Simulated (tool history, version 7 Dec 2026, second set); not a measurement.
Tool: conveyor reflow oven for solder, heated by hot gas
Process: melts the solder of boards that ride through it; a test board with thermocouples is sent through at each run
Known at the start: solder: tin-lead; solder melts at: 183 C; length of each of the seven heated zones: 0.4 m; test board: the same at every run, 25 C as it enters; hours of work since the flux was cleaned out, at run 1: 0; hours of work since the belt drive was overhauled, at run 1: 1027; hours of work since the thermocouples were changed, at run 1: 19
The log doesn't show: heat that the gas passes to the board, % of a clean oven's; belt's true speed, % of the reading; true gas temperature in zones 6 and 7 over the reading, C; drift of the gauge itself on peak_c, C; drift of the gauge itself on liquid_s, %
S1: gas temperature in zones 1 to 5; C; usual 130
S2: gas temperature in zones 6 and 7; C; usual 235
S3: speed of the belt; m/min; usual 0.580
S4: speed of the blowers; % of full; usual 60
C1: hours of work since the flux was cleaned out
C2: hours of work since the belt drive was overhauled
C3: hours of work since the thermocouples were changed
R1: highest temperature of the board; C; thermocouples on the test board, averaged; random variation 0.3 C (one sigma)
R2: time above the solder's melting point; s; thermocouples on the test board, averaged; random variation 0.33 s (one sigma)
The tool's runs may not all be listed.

| run | hour | S1 | S2 | S3 | S4 | C1 | C2 | C3 | R1 | R2 |
|---|---|---|---|---|---|---|---|---|---|---|
| 1 | 0.0 | 130 | 235 | 0.580 | 60 | 0 | 1027 | 19 | 213.0 | 54.8 |
| 2 | 71.0 | 130 | 235 | 0.580 | 60 | 37 | 1064 | 56 | 212.9 | 54.3 |
| 3 | 151.5 | 130 | 235 | 0.580 | 60 | 79 | 1105 | 98 | 212.8 | 54.1 |
| 4 | 207.8 | 130 | 230 | 0.580 | 60 | 108 | 1134 | 127 | 208.8 | 49.9 |
| 5 | 243.8 | 130 | 234 | 0.580 | 60 | 126 | 1153 | 146 | 212.0 | 53.2 |
| 6 | 299.9 | 130 | 235 | 0.580 | 60 | 155 | 1182 | 175 | 212.5 | 54.6 |
|  | 329.9 | belt drive overhauled, speed set with a stopwatch |
| 7 | 340.2 | 130 | 235 | 0.580 | 60 | 174 | 5 | 194 | 213.1 | 54.3 |
| 8 | 420.9 | 130 | 235 | 0.580 | 60 | 216 | 47 | 236 | 213.1 | 53.6 |
| 9 | 469.2 | 130 | 245 | 0.580 | 60 | 241 | 72 | 261 | 221.1 | 61.3 |
|  | 504.0 | flux residue cleaned out of gas plates and filters |
| 10 | 533.5 | 134 | 235 | 0.580 | 60 | 15 | 103 | 291 | 213.6 | 56.4 |
| 11 | 590.6 | 130 | 235 | 0.580 | 60 | 45 | 133 | 321 | 213.0 | 53.6 |
| 12 | 625.2 | 130 | 235 | 0.580 | 60 | 63 | 151 | 339 | 213.0 | 53.5 |
| 13 | 706.6 | 130 | 235 | 0.577 | 60 | 105 | 193 | 381 | 212.9 | 54.6 |
| 14 | 765.4 | 130 | 235 | 0.577 | 60 | 135 | 223 | 412 | 213.5 | 55.0 |
| 15 | 822.3 | 130 | 235 | 0.577 | 60 | 165 | 253 | 441 | 213.1 | 54.0 |
| 16 | 884.6 | 117 | 235 | 0.691 | 69 | 197 | 285 | 473 | 205.6 | 34.4 |
| 17 | 941.0 | 145 | 234 | 0.580 | 62 | 227 | 314 | 503 | 215.5 | 62.6 |
| 18 | 986.9 | 128 | 234 | 0.485 | 51 | 250 | 338 | 526 | 214.9 | 66.7 |
|  | 1002.0 | flux residue cleaned out of gas plates and filters |
| 19 | 1077.1 | 133 | 235 | 0.580 | 76 | 39 | 382 | 571 | 217.9 | 60.8 |
| 20 | 1114.0 | 133 | 235 | 0.580 | 76 | 58 | 401 | 590 | 217.6 | 60.6 |
| 21 | 1181.7 | 130 | 245 | 0.527 | 62 | 93 | 436 | 625 | 225.6 | 71.6 |
| 22 | 1247.5 | 130 | 235 | 0.580 | 87 | 127 | 470 | 659 | 219.2 | 60.8 |
| 23 | 1284.6 | 130 | 235 | 0.580 | 87 | 146 | 490 | 678 | 219.4 | 61.4 |
|  | 1348.5 | thermocouples of zones 6 and 7 changed |
| 24 | 1367.7 | 116 | 235 | 0.580 | 60 | 189 | 532 | 10 | 209.8 | 46.6 |
| 25 | 1409.8 | 116 | 235 | 0.602 | 60 | 210 | 554 | 32 | 207.8 | 43.4 |
| 26 | 1481.9 | 142 | 226 | 0.637 | 89 | 248 | 591 | 69 | 210.9 | 53.3 |
|  | 1503.3 | flux residue cleaned out of gas plates and filters |
| 27 | 1545.7 | 130 | 235 | 0.580 | 60 | 22 | 621 | 100 | 212.9 | 54.0 |
| 28 | 1616.0 | 145 | 245 | 0.566 | 60 | 58 | 658 | 136 | 225.2 | 71.1 |
| 29 | 1673.0 | 120 | 241 | 0.562 | 50 | 88 | 687 | 166 | 212.9 | 52.3 |
| 30 | 1721.7 | 120 | 241 | 0.562 | 50 | 113 | 713 | 191 | 213.2 | 52.1 |

Forecast each of these 3 alternatives for the next run:
| A | 1797.7 | 120 | 233 | 0.562 | 50 | 153 | 752 | 230 | ? | ? |
| B | 1797.7 | 120 | 236 | 0.562 | 50 | 153 | 752 | 230 | ? | ? |
| C | 1797.7 | 130 | 235 | 0.462 | 63 | 153 | 752 | 230 | ? | ? |

| run | R1 | R2 |
|---|---|---|
| A | 206.4 | 45.0 |
| B | 209.3 | 47.9 |
| C | 221.3 | 79.7 |
Without the tool's hidden state the same runs would have given:
| run | R1 | R2 |
|---|---|---|
| A | 206.4 | 45.1 |
| B | 209.4 | 48.0 |
| C | 221.3 | 79.7 |
